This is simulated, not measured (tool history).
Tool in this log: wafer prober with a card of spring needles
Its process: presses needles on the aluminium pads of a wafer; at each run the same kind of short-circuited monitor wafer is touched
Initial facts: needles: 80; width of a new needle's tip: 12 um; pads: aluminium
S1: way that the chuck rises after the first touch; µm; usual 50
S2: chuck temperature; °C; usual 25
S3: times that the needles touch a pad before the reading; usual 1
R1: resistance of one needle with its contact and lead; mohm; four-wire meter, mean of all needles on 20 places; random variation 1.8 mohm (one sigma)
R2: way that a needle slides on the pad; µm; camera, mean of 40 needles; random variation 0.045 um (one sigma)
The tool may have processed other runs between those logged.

| run | hour | S1 | S2 | S3 | R1 | R2 |
|---|---|---|---|---|---|---|
| 1 | 0 | 50 | 25 | 1 | 240 | 9.64 |
|  | 2.6 | tips cleaned on abrasive film |
|  | 13.4 | tips cleaned on abrasive film |
| 2 | 17.5 | 50 | 25 | 1 | 231 | 9.56 |
|  | 25.3 | tips cleaned on abrasive film |
| 3 | 31.2 | 50 | 25 | 1 | 241 | 9.59 |
|  | 37.3 | tips cleaned on abrasive film |
|  | 47.9 | tips cleaned on abrasive film |
| 4 | 50.1 | 50 | 25 | 1 | 211 | 9.56 |
|  | 58.8 | tips cleaned on abrasive film |
| 5 | 66.7 | 50 | 25 | 1 | 243 | 9.48 |
|  | 70.4 | tips cleaned on abrasive film |
|  | 81 | tips cleaned on abrasive film |
| 6 | 81 | 50 | 25 | 1 | 194 | 9.37 |
|  | 92.3 | tips cleaned on abrasive film |
| 7 | 99.4 | 50 | 25 | 1 | 248 | 9.47 |
|  | 103.7 | tips cleaned on abrasive film |
| 8 | 107.9 | 50 | 25 | 3 | 200 | 9.43 |
|  | 115.2 | tips cleaned on abrasive film |
|  | 126.4 | tips cleaned on abrasive film |
| 9 | 127.3 | 50 | 28 | 3 | 191 | 9.41 |
| 10 | 136.3 | 50 | 28 | 3 | 209 | 9.31 |
|  | 137.5 | tips cleaned on abrasive film |
| 11 | 146.2 | 50 | 28 | 3 | 210 | 9.34 |
|  | 148.6 | tips cleaned on abrasive film |
|  | 160.6 | tips cleaned on abrasive film |
| 12 | 165.2 | 50 | 25 | 1 | 242 | 9.35 |
|  | 172.7 | tips cleaned on abrasive film |
|  | 173 | height of the first contact set anew |
| 13 | 181.2 | 58 | 25 | 1 | 228 | 11.27 |
|  | 185 | tips cleaned on abrasive film |
| 14 | 190.8 | 58 | 25 | 1 | 226 | 11.29 |
|  | 196.6 | tips cleaned on abrasive film |
| 15 | 202 | 50 | 25 | 2 | 214 | 9.71 |
|  | 207.3 | tips cleaned on abrasive film |
|  | 218.2 | tips cleaned on abrasive film |
| 16 | 221.5 | 50 | 25 | 2 | 206 | 9.61 |
|  | 230.1 | tips cleaned on abrasive film |
| 17 | 238.1 | 50 | 25 | 2 | 227 | 9.66 |
|  | 241.7 | tips cleaned on abrasive film |
|  | 252.8 | tips cleaned on abrasive film |
| 18 | 255.2 | 50 | 25 | 2 | 200 | 9.52 |
|  | 264.9 | tips cleaned on abrasive film |
| 19 | 267.2 | 59 | 25 | 1 | 211 | 11.22 |
|  | 275.7 | tips cleaned on abrasive film |
| 20 | 277 | 34 | 25 | 2 | 208 | 6.41 |
|  | 287.5 | tips cleaned on abrasive film |
| 21 | 288.5 | 34 | 25 | 2 | 212 | 6.41 |
|  | 298.8 | tips cleaned on abrasive film |
| 22 | 307.9 | 70 | 25 | 1 | 220 | 13.34 |
|  | 310.9 | tips cleaned on abrasive film |
|  | 321.4 | tips cleaned on abrasive film |
| 23 | 321.6 | 40 | 25 | 2 | 193 | 7.44 |
|  | 332.4 | tips cleaned on abrasive film |
| 24 | 336.6 | 40 | 25 | 2 | 229 | 7.45 |
|  | 343.3 | tips cleaned on abrasive film |
|  | 354.8 | tips cleaned on abrasive film |
| 25 | 354.8 | 50 | 35 | 1 | 198 | 9.32 |
|  | 366.6 | tips cleaned on abrasive film |
| 26 | 367.5 | 62 | 40 | 1 | 199 | 11.58 |
|  | 377.3 | tips cleaned on abrasive film |
|  | 379.4 | height of the first contact set anew |
| 27 | 382.7 | 50 | 25 | 1 | 241 | 9.68 |
|  | 389.4 | tips cleaned on abrasive film |
| 28 | 399.2 | 50 | 53 | 1 | 266 | 9.67 |
|  | 400.4 | tips cleaned on abrasive film |
|  | 411.2 | tips cleaned on abrasive film |
| 29 | 412.5 | 50 | 53 | 1 | 212 | 9.6 |
|  | 421.8 | tips cleaned on abrasive film |
| 30 | 431.6 | 69 | 25 | 2 | 210 | 13.31 |
|  | 432.5 | tips cleaned on abrasive film |
| 31 | 441.5 | 69 | 25 | 2 | 211 | 13.31 |
|  | 443.1 | tips cleaned on abrasive film |
|  | 455.2 | tips cleaned on abrasive film |
| 32 | 455.6 | 61 | 99 | 1 | 204 | 11.69 |

Below are 4 alternative next runs, each starting from the tool's condition after run 32. Predict each:
| A | 465.2 | 50 | 86 | 1 | ? | ? |
| B | 465.2 | 61 | 99 | 2 | ? | ? |
| C | 465.2 | 50 | 88 | 1 | ? | ? |
| D | 465.2 | 46 | 99 | 1 | ? | ? |

| run | R1 | R2 |
|---|---|---|
| A | 267 | 9.68 |
| B | 225 | 11.66 |
| C | 265 | 9.56 |
| D | 279 | 8.79 |
With the hidden condition removed and each run's random variation left untouched, the same runs would have given:
| run | R1 | R2 |
|---|---|---|
| A | 198 | 9.81 |
| B | 196 | 11.79 |
| C | 197 | 9.68 |
| D | 202 | 8.92 |
